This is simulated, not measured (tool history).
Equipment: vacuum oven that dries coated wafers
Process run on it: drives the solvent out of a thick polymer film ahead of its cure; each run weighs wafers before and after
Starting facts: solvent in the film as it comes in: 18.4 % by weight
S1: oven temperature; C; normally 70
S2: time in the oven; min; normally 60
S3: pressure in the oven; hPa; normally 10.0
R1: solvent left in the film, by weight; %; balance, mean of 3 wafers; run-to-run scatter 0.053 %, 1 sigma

run,hour,S1,S2,S3,R1
1,0.0,70,60,10.0,2.41
2,25.2,70,60,10.0,2.53
3,44.6,70,73,10.0,1.79
4,82.4,70,60,10.0,2.58
5,101.9,70,60,10.0,2.50
6,139.7,70,60,10.0,2.52
7,179.5,70,56,12.2,2.90
8,211.5,70,56,12.2,2.94
9,238.5,70,56,12.2,2.90

The next listed run, before its measurement:
10,258.5,81,59,7.0,?

Run 10 measured R1 0.40 %.
On a tool with no hidden condition, and with the same random variation, this run would have come out at R1 0.20 %.
